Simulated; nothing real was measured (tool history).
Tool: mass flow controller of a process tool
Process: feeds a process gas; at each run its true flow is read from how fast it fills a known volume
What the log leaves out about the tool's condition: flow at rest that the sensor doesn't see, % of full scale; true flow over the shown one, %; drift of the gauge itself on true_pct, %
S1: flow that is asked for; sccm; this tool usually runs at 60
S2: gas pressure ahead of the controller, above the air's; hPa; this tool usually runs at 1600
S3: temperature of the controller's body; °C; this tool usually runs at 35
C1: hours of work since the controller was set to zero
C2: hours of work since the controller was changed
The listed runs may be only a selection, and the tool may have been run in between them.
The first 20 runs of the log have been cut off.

{"run": 21, "hour": 1599.0, "S1": 85, "S2": 2480, "S3": 35, "C1": 2336, "C2": 2336, "true flow (%)": 101.17}
{"run": 22, "hour": 1690.0, "S1": 18, "S2": 1730, "S3": 27, "C1": 2401, "C2": 2401, "true flow (%)": 99.28}
{"run": 23, "hour": 1781.7, "S1": 19, "S2": 1910, "S3": 22, "C1": 2465, "C2": 2465, "true flow (%)": 98.72}
{"run": 24, "hour": 1832.4, "S1": 38, "S2": 2400, "S3": 22, "C1": 2501, "C2": 2501, "true flow (%)": 99.1}
{"run": 25, "hour": 1889.8, "S1": 38, "S2": 2400, "S3": 22, "C1": 2541, "C2": 2541, "true flow (%)": 99.17}
{"run": 26, "hour": 1945.4, "S1": 38, "S2": 2400, "S3": 22, "C1": 2581, "C2": 2581, "true flow (%)": 99.01}
{"run": 27, "hour": 1999.5, "S1": 38, "S2": 1430, "S3": 22, "C1": 2619, "C2": 2619, "true flow (%)": 98.91}
{"run": 28, "hour": 2080.4, "S1": 21, "S2": 1510, "S3": 35, "C1": 2676, "C2": 2676, "true flow (%)": 100.2}
{"run": 29, "hour": 2166.8, "S1": 60, "S2": 2150, "S3": 38, "C1": 2737, "C2": 2737, "true flow (%)": 101.04}
{"run": 30, "hour": 2257.5, "S1": 74, "S2": 2350, "S3": 23, "C1": 2801, "C2": 2801, "true flow (%)": 99.56}
{"run": 31, "hour": 2357.5, "S1": 89, "S2": 2400, "S3": 22, "C1": 2871, "C2": 2871, "true flow (%)": 99.63}
{"run": 32, "hour": 2451.4, "S1": 47, "S2": 2090, "S3": 25, "C1": 2937, "C2": 2937, "true flow (%)": 99.43}
{"run": 33, "hour": 2506.2, "S1": 60, "S2": 2200, "S3": 35, "C1": 2976, "C2": 2976, "true flow (%)": 100.73}
{"run": 34, "hour": 2612.0, "S1": 60, "S2": 2200, "S3": 35, "C1": 3050, "C2": 3050, "true flow (%)": 100.82}

Run 35 comes next. What will it give?
{"run": 35, "hour": 2723.4, "S1": 11, "S2": 1680, "S3": 25, "C1": 3129, "C2": 3129, "true flow (%)": "?"}

Run 35 measured true flow (%) 99.19.
Minus the tool's unlogged condition, the same run would have read true flow (%) 99.18.
